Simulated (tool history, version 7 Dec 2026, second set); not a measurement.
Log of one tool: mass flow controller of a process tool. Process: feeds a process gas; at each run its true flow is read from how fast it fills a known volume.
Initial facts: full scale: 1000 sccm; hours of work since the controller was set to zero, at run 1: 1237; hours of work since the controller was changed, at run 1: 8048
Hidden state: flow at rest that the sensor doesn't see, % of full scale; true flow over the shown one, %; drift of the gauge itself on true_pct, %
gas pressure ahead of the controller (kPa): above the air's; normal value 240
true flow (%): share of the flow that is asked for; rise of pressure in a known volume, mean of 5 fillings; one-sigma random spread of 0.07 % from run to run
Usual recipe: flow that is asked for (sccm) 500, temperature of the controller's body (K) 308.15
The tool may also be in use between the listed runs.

run	hour	flow that is asked for (sccm)	gas pressure ahead of the controller (kPa)	temperature of the controller's body (K)	hours of work since the controller was set to zero	hours of work since the controller was changed	true flow (%)
1	0.0	500	240	308.15	1237	8048	98.75
2	184.0	610	240	308.15	1344	8155	98.80
3	396.9	931	240	308.15	1468	8279	99.07
4	640.0	500	180	308.15	1609	8420	97.89
5	969.8	500	180	308.15	1800	8612	97.61
6	1237.1	500	180	308.15	1956	8767	97.43
7	1384.2	500	180	308.15	2041	8852	97.36
8	1569.7	500	189	308.15	2149	8960	97.27
9	1874.4	500	240	296.15	2326	9137	98.23
10	2042.4	929	240	308.15	2423	9235	97.69
11	2212.2	929	240	308.15	2522	9333	97.65
12	2543.9	929	240	308.15	2714	9526	97.37
13	2821.8	929	240	308.15	2876	9687	97.25
14	3146.9	929	240	308.15	3065	9876	96.98
15	3397.7	500	240	297.15	3210	10022	96.98
# hour 3436.5: gauge calibrated
16	3591.1	258	240	308.15	3323	10134	98.27
17	3913.8	258	240	308.15	3510	10321	97.98
18	4086.8	500	249	295.15	3610	10422	99.42
19	4323.3	738	240	308.15	3748	10559	98.27
20	4620.8	738	240	308.15	3921	10732	98.06
21	4895.6	425	171	308.15	4080	10891	97.05
22	5143.9	425	171	308.15	4224	11036	96.73
23	5298.4	892	252	308.15	4314	11125	97.92
24	5552.2	364	193	309.15	4462	11273	96.57

For some of the steps in true flow (%) from one run to the next: how much would appear even if the tool had no hidden state, given the settings, what came in and random variation, and how much remains for the hidden state plus any gauge scatter that the measured result and the result without hidden state don't share?
Run 4 -> 5: nothing adjusted, nothing logged. true flow (%) -0.28: hidden state -0.25, all else -0.03.
Run 15 -> 16: flow that is asked for (sccm) 500 -> 258, temperature of the controller's body (K) 297.15 -> 308.15, gauge calibrated. true flow (%) +1.29: hidden state +2.49, all else -1.20.
Run 17 -> 18: flow that is asked for (sccm) 258 -> 500, gas pressure ahead of the controller (kPa) 240 -> 249, temperature of the controller's body (K) 308.15 -> 295.15. true flow (%) +1.44: hidden state -0.14, all else +1.58.
Run 23 -> 24: flow that is asked for (sccm) 892 -> 364, gas pressure ahead of the controller (kPa) 252 -> 193, temperature of the controller's body (K) 308.15 -> 309.15. true flow (%) -1.35: hidden state -0.19, all else -1.16.
